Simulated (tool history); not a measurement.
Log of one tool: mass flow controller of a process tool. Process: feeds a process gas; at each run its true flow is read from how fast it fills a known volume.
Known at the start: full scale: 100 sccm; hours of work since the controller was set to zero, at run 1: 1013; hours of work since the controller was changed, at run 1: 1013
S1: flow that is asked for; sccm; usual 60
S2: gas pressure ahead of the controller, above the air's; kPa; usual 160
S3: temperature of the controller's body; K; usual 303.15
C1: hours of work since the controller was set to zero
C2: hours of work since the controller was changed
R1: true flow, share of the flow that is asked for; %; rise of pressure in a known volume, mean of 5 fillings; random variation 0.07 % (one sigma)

run,hour,S1,S2,S3,C1,C2,R1
1,0,60,160,303.15,1013,1013,98.19
2,169.4,60,160,303.15,1102,1102,98.09
3,261.2,60,160,303.15,1150,1150,98.21
4,460.2,60,160,303.15,1254,1254,97.86
5,559,60,160,303.15,1306,1306,98.11
6,744.4,60,277,303.15,1403,1403,98.58
7,890.9,60,277,303.15,1480,1480,98.63
8,986.2,60,277,309.15,1530,1530,98.92
9,1103.5,60,277,309.15,1591,1591,98.93
10,1258.1,60,277,306.15,1672,1672,98.59
11,1445.2,60,277,306.15,1770,1770,98.62
12,1565.9,60,277,306.15,1834,1834,98.69
13,1747,60,277,306.15,1928,1928,98.52
14,1855.4,12,277,306.15,1985,1985,92.65
15,1947.8,12,153,306.15,2034,2034,91.61
16,2042,12,153,306.15,2083,2083,91.59
17,2233.4,12,153,306.15,2183,2183,91.3
18,2393.7,62,233,296.15,2267,2267,97.36
19,2511.9,62,233,296.15,2329,2329,97.44
20,2718.1,62,210,294.15,2437,2437,96.98
21,2918.7,11,160,293.15,2542,2542,88.73
22,3002.1,11,160,293.15,2586,2586,88.64
23,3180.8,13,254,303.15,2679,2679,90.87
24,3281.7,28,228,303.15,2732,2732,94.71
25,3438.2,12,186,295.15,2814,2814,88.99
26,3586.4,60,280,293.15,2892,2892,97.02
27,3779.4,60,142,299.15,2993,2993,96.43
28,3885,60,160,307.15,3048,3048,97.05
29,4001.6,60,160,307.15,3109,3109,96.96
30,4157.6,22,190,302.15,3191,3191,92.65
31,4255,11,250,297.15,3242,3242,87.52
32,4394.2,11,250,297.15,3315,3315,87.23
33,4550.5,15,209,308.15,3397,3397,90.35
34,4753.1,60,162,303.15,3503,3503,96.4

3 ways to go on from here, each from the tool as it stands after run 34. What would each give?
A,4917.5,20,205,302.15,3589,3589,?
B,4917.5,15,160,303.15,3589,3589,?
C,4917.5,60,181,303.15,3589,3589,?

run,R1
A,91.58
B,89.15
C,96.62
Without the tool's hidden state the same runs would have given:
run,R1
A,97.71
B,97.18
C,98.96

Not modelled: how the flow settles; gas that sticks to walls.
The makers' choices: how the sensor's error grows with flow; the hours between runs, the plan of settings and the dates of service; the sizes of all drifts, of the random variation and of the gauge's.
